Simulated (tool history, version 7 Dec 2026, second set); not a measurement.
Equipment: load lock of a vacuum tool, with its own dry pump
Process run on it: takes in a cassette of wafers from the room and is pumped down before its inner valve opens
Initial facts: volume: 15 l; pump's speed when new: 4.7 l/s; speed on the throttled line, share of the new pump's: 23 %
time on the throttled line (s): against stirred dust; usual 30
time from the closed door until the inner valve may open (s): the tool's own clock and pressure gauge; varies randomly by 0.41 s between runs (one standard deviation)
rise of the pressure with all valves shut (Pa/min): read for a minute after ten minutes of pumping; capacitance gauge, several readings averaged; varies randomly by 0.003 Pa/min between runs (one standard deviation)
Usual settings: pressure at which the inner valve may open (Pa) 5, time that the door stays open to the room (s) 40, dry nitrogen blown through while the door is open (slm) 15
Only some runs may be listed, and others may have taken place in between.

run    hour  time on the throttled line (s)  pressure at which the inner valve may open (Pa)  time that the door stays open to the room (s)  dry nitrogen blown through while the door is open (slm)  incoming humidity of the room's air, %  time from the closed door until the inner valve may open (s)  rise of the pressure with all valves shut (Pa/min)
  1       0                              30                                                5                                             40                                                       15                                    43.3                                                          54.8                                               0.038
  2   261.2                              30                                                5                                             40                                                       15                                    50.1                                                          54.6                                               0.043
  3     484                              23                                                5                                             40                                                       15                                      45                                                          48.9                                               0.039
  4     696                              23                                                5                                             40                                                       15                                    46.5                                                          49.9                                               0.045
  5   941.9                              48                                                5                                             40                                                       15                                    40.7                                                          68.4                                               0.039
  6  1080.3                              30                                                5                                             40                                                       15                                    45.2                                                          54.7                                               0.044
  7  1230.6                              30                                                5                                             40                                                       15                                    44.2                                                          55.5                                               0.041
  8  1441.2                              30                                                5                                            212                                                       15                                      43                                                          55.1                                               0.086
  9  1716.4                              30                                                7                                             40                                                       15                                    45.7                                                          53.7                                               0.041
 10  1857.7                              30                                                7                                             40                                                       15                                    41.8                                                            54                                                0.04
 11  1977.7                              30                                                7                                             40                                                       15                                    42.8                                                          53.6                                               0.038
 12  2153.6                              30                                                7                                             40                                                       15                                    43.6                                                          53.2                                               0.045
 13  2384.2                              30                                                7                                             40                                                       15                                    47.7                                                          53.7                                               0.047
 14  2590.3                              30                                                5                                             40                                                       15                                      47                                                          54.5                                               0.046

For run 15, what comes out?
 15  2829.4                              30                                                5                                            183                                                       14                                      44                                                             ?                                                   ?

For run 15 the tool returned time from the closed door until the inner valve may open (s) 55.4, rise of the pressure with all valves shut (Pa/min) 0.088.
Take away the tool's hidden state, keep the run-to-run variation as it was, and the same run would have given time from the closed door until the inner valve may open (s) 55.4, rise of the pressure with all valves shut (Pa/min) 0.088.
